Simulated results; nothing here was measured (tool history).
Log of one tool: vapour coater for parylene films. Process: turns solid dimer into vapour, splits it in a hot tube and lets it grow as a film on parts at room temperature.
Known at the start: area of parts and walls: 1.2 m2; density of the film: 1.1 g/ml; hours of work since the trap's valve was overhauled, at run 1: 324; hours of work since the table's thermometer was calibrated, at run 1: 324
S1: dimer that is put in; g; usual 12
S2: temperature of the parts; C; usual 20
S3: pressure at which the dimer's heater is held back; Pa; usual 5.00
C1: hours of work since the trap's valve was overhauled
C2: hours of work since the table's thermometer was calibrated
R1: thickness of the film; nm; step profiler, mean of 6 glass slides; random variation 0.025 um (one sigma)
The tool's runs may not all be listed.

run    hour  S1  S2     S3   C1    C2     R1
  1     0.0  12  20   5.00  324   324   5740
  2    67.7  12  20   5.00  364   364   5750
  3   111.2  12  20   3.01  389   389   6300
  4   155.2  12  20   5.00  415   415   5750
  5   199.3  12  20   5.00  441   441   5700
      238.3  -- trap's valve overhauled
  6   240.9  12  20   5.00    2   463   5490
  7   300.9  12  20   5.00   37   498   5530
  8   356.8  12  13   5.00   69   530   7800
      403.3  -- trap's valve overhauled, once more
  9   413.9  12  13   5.00    6   562   8510
 10   501.3  12  14   5.00   57   613   8040
 11   574.0  12  14   5.00  100   655   8050
 12   616.0  12  19   5.00  124   680   6280
 13   668.7  12  19   5.00  155   711   6260
 14   755.4  12  23   5.00  206   761   5080
 15   805.2  12  23   5.00  235   790   5100
 16   892.6  12  23   5.00  286   842   5070
 17   953.4   7  20   5.00  322   877   3430
 18   992.1   7  20   5.00  344   900   3430
 19  1055.2   7  20   5.00  381   937   3390
 20  1124.7   7  20   5.00  422   977   3410
 21  1188.1   7  20   5.00  459  1014   3410
     1195.9  -- trap's valve overhauled
 22  1257.3   7  20   5.00   36  1053   3560
 23  1308.5   7  29   5.00   66  1083   2270
 24  1384.9   7  29   5.00  111  1127   2280
 25  1464.2  15  20   5.00  157  1174   7560
 26  1545.0  10  20   5.00  204  1221   5040
 27  1592.6  15  20   3.85  232  1249   7880
 28  1658.2  13  17   8.27  270  1287   6890
 29  1714.9   5  20   8.05  304  1320   2300
 30  1790.0  12  14   5.00  348  1364   8070
 31  1833.0  12  14   2.05  373  1389   8540
     1839.4  -- table's thermometer calibrated
 32  1909.3  10  22   2.05  417    41   5020
 33  1954.8  20  12   2.68  443    68  14170
     1988.3  -- trap's valve overhauled
 34  2032.6  20  12   2.68   26   111  14780
 35  2085.4   6  18   9.54   57   142   2870
 36  2171.7   6  26   9.54  107   192   1960
 37  2256.3  11  26   9.54  157   242   3550
 38  2327.8  20  30   9.70  199   283   5250
 39  2393.0  15  30  10.11  237   321   3890
 40  2464.1  22  20   8.05  278   363   9740
 41  2539.0  22  20   8.05  322   407   9720
 42  2621.5  12  31   7.46  370   455   3100
 43  2674.3   6  19   2.76  401   486   3400
 44  2755.2  12  15   3.75  449   533   7730
     2779.8  -- trap's valve overhauled
 45  2818.0  12  15   3.75   22   568   8140
 46  2905.6  10  16   2.78   74   619   6780
 47  2991.3  12  19   5.00  124   669   6260
 48  3073.7   6  20   3.01  172   717   3270

Measured less the same run without the tool's hidden state. The same run-to-run variation is in both; the gauge's scatter may not be:
The hidden state here: vapour lost through the trap's worn valve, %; true temperature of the parts over the reading, C; drift of the gauge itself on film_um, %.
run    R1
  1  -110
  2  -130
  3  -150
  4  -140
  5  -160
  6  -340
  7  -350
  8  -510
  9  +200
 10  +160
 11  +140
 12  +100
 13   +80
 14   +60
 15   +40
 16   +30
 17   +10
 18    +0
 19   -10
 20   -10
 21   -20
 22  +130
 23   +90
 24   +80
 25  +240
 26  +150
 27  +220
 28  +170
 29   +50
 30  +170
 31  -400
 32  -210
 33  -790
 34   -70
 35   +20
 36   +10
 37   +10
 38   -10
 39   -20
 40   -70
 41  -100
 42   -50
 43   -50
 44  -150
 45  +220
 46  +160
 47  +130
 48   +60

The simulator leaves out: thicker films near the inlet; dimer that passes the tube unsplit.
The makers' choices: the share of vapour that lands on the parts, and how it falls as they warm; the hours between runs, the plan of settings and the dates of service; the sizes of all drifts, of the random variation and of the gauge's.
